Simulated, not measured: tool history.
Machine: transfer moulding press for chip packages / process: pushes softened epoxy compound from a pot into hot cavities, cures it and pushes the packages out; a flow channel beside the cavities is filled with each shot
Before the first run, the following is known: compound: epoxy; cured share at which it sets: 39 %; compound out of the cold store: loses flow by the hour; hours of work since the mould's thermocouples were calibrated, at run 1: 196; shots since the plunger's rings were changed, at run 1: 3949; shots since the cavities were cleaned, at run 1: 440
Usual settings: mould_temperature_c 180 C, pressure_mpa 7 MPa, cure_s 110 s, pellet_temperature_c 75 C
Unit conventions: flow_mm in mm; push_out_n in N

run   hour  mould_temperature_c  pressure_mpa  cure_s  pellet_temperature_c  hours of work since the mould's thermocouples were calibrated  shots since the plunger's rings were changed  shots since the cavities were cleaned  incoming compound's hours out of the cold store  flow_mm  push_out_n
  1      0                  180             7     110                    75                                                            196                                          3949                                    440                                               26      832         671
  2   13.6                  180             7     110                    75                                                            204                                          4100                                    591                                             13.4      850         751
  3   24.3                  187             7     110                    75                                                            211                                          4220                                    711                                              9.5      838         571
  4   36.4                  187             7     110                    75                                                            218                                          4356                                    847                                             34.4      800         579
  5   47.1                  187             7     110                    75                                                            225                                          4475                                    966                                             12.1      839         605
  6   60.3                  180             7     110                    75                                                            233                                          4623                                   1114                                                9      844         823
      66.7  -- cavities cleaned with cleaning compound and waxed
  7     68                  180             7     110                    75                                                            237                                          4692                                     15                                               30      824         425
  8   79.7                  180             7     110                    75                                                            244                                          4822                                    145                                               45      790         530
      92.3  -- plunger's sealing rings changed
  9   95.8                  180             7     110                    75                                                            253                                            38                                    297                                             36.8      859         603
 10  104.2                  180             7     110                    79                                                            258                                           132                                    391                                             27.6      861         673
 11  116.3                  180             7     110                    75                                                            266                                           267                                    526                                               33      857         732
 12  127.8                  180             7     148                    75                                                            273                                           395                                    654                                             31.9      854         546
 13  135.5                  180             7      91                    75                                                            278                                           482                                    741                                             32.8      855        1183
 14  149.2                  180             7      91                    75                                                            286                                           634                                    893                                             30.9      855        1202
 15  157.6                  180             7      92                    71                                                            292                                           729                                    988                                             27.4      864        1163
 16  164.3                  181          7.48     135                    78                                                            296                                           803                                   1062                                             44.6      851         572
     167.5  -- mould's thermocouples calibrated
     177.2  -- cavities cleaned with cleaning compound and waxed
 17  181.4                  181          7.48     135                    78                                                              8                                           955                                     47                                             25.5      890         326
 18  193.9                  180          7.45     110                    75                                                             16                                          1094                                    186                                               30      864         557
 19  206.1                  180          7.45     110                    75                                                             23                                          1231                                    323                                             23.1      885         668
 20  216.6                  180          6.58     101                    75                                                             30                                          1348                                    440                                             36.7      807         832
 21  227.5                  180          6.54     110                    75                                                             37                                          1470                                    562                                             46.9      792         721
     231.7  -- mould's thermocouples calibrated, once more
 22  239.1                  178          6.54     110                    75                                                              5                                          1577                                    669                                             44.2      795         884
 23  253.4                  183             7     122                    75                                                             14                                          1736                                    828                                             34.6      823         587
 24  262.6                  183          6.01     122                    68                                                             19                                          1839                                    931                                             11.2      818         607
 25    271                  183          6.01      92                    73                                                             25                                          1933                                   1025                                             18.5      780        1073
 26  277.1                  183          8.13      98                    70                                                             28                                          2001                                   1093                                             34.3      909         864
     285.4  -- cavities cleaned with cleaning compound and waxed
 27  291.1                  183          8.13      98                    70                                                             36                                          2141                                     64                                             12.6      932         548

Here are 3 independent what-if runs from the current tool condition. What would each one return?
  A  300.5                  183          7.31      98                    70                                                             42                                          2246                                    169                                             22.9        ?           ?
  B  300.5                  186          5.51     110                    74                                                             42                                          2246                                    169                                             32.8        ?           ?
  C  300.5                  174          8.13      98                    75                                                             42                                          2246                                    169                                             30.8        ?           ?

run  flow_mm  push_out_n
  A      861         628
  B      736         428
  C      932        1113
Without the tool's hidden state the same runs would have given:
run  flow_mm  push_out_n
  A      889         452
  B      760         300
  C      963         797
